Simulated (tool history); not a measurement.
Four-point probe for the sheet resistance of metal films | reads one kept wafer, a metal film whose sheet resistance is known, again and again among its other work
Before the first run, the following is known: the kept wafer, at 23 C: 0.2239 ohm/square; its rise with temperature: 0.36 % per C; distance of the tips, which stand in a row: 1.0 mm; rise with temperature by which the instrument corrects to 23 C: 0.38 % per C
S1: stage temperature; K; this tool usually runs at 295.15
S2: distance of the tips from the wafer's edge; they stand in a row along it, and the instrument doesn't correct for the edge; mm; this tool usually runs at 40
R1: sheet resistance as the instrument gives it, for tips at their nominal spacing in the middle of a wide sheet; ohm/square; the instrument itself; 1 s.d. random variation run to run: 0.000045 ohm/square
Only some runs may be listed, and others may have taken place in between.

run,hour,S1,S2,R1
1,0.0,295.15,40,0.224694
2,34.6,295.15,40,0.224762
3,69.4,295.15,19,0.225019
4,107.5,295.15,19,0.225037
5,155.6,295.15,19,0.225095
6,185.5,295.15,19,0.225119
7,214.2,295.15,19,0.225228
8,262.7,295.15,19,0.225187
9,297.9,295.15,5,0.229551
10,324.1,295.15,5,0.229651
11,349.3,295.15,40,0.224911
12,398.4,295.15,70,0.224955
13,449.5,295.15,70,0.225003
14,473.9,295.15,70,0.225052
15,495.1,295.15,40,0.225076
16,529.9,292.15,3,0.237848
# hour 533.9: stage's thermometer calibrated
17,552.8,292.15,3,0.237918
18,576.6,294.15,52,0.225202
19,617.6,296.15,35,0.225163
20,655.5,293.15,8,0.227198
21,706.7,293.15,7,0.227707
# hour 729.1: stage's thermometer calibrated, once more
22,753.1,299.15,7,0.227506
23,801.5,305.15,18,0.225188
24,835.3,298.15,4,0.232496
25,863.0,293.15,41,0.225529
26,892.1,301.15,10,0.226270
27,938.6,292.15,59,0.225501
28,968.3,292.15,59,0.225514
29,1017.3,296.15,6,0.228771

Consider 3 possible next runs. They are alternatives, not a sequence: every one starts from the tool as it was left by run 29. What does each give?
A,1053.1,295.15,5,?
B,1053.1,301.15,4,?
C,1053.1,295.15,4,?

run,R1
A,0.230205
B,0.232510
C,0.232881
Without the tool's unlogged condition, the same runs would have read:
run,R1
A,0.228641
B,0.230933
C,0.231301
